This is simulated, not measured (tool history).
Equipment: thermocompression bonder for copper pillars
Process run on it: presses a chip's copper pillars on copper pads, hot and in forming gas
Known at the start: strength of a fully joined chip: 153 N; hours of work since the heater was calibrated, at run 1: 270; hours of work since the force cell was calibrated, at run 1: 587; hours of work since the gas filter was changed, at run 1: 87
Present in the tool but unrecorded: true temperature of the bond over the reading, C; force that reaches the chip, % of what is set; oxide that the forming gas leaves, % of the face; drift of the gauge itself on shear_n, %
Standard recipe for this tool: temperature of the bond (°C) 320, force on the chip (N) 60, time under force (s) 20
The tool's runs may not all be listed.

run,hour,temperature of the bond (°C),force on the chip (N),time under force (s),hours of work since the heater was calibrated,hours of work since the force cell was calibrated,hours of work since the gas filter was changed,force that shears a chip off (N)
1,0,320,60,20,270,587,87,81
2,46,320,60,20,296,613,113,79.3
3,83.4,320,60,20,317,634,134,81.9
4,132.5,320,54,20,344,661,162,74.4
5,165.5,320,54,20,363,680,181,74.2
6,187,320,60,11,375,692,193,65.9
7,211.2,320,60,20,389,706,206,79.1
8,233.1,320,60,20,401,718,219,80.6
9,274.3,320,60,20,424,741,242,80.7
10,299.2,320,60,20,438,755,256,80.8
11,346.3,320,60,20,465,782,282,80.8
12,375.1,309,60,20,481,798,299,70.2
13,427.4,309,60,20,511,828,328,70.8
14,450.1,309,60,20,523,840,341,71.4
15,483.5,345,60,20,542,859,360,102.4
# hour 507.5: force cell calibrated
16,507.5,345,44,20,555,0,372,86.7
17,556.6,320,60,20,582,28,400,83.3
18,587.5,320,60,20,600,45,417,81.3
19,618.8,320,60,20,617,63,435,81.9
# hour 630: forming gas filter changed
20,668.5,320,60,20,645,90,22,84.8
21,694.3,320,60,53,660,105,36,111
22,731.4,320,60,53,681,126,57,112.9
23,757.4,323,60,20,695,140,72,86.6
24,794.2,349,79,30,716,161,92,135.5
25,825.8,320,54,20,734,179,110,79.9
26,868.4,345,75,45,758,203,134,133.6
27,897.1,345,75,23,774,219,150,123.3
28,935.3,323,73,20,795,241,172,98.6
29,961.9,311,58,28,810,256,187,84.8
30,1012.9,311,43,25,839,284,216,65.7
31,1061.2,311,43,25,866,312,243,65.9
32,1090.5,302,55,18,883,328,259,63.6
33,1122.9,304,51,43,901,346,278,82
34,1172,336,81,39,929,374,305,128.3
35,1203.6,320,89,20,947,392,323,105.8
36,1240,320,81,20,967,412,344,102.6
37,1282.4,295,59,43,991,436,367,83.4
38,1331.5,295,59,43,1019,464,395,81.6
39,1361.9,295,59,43,1036,481,412,82

What would each run have given without the hidden state, its run-to-run variation left as it was?
run,force that shears a chip off (N)
1,81.5
2,79.8
3,82.5
4,74.9
5,74.7
6,66.3
7,79.7
8,81.3
9,81.4
10,81.5
11,81.6
12,70.7
13,71.3
14,71.8
15,104.3
16,85.8
17,82
18,80
19,80.7
20,80.5
21,106.8
22,108.7
23,82.3
24,133.4
25,75.7
26,132.2
27,120.6
28,94.5
29,80.3
30,61.7
31,61.8
32,59.4
33,77.6
34,127.4
35,102.5
36,99.1
37,78.7
38,77
39,77.4

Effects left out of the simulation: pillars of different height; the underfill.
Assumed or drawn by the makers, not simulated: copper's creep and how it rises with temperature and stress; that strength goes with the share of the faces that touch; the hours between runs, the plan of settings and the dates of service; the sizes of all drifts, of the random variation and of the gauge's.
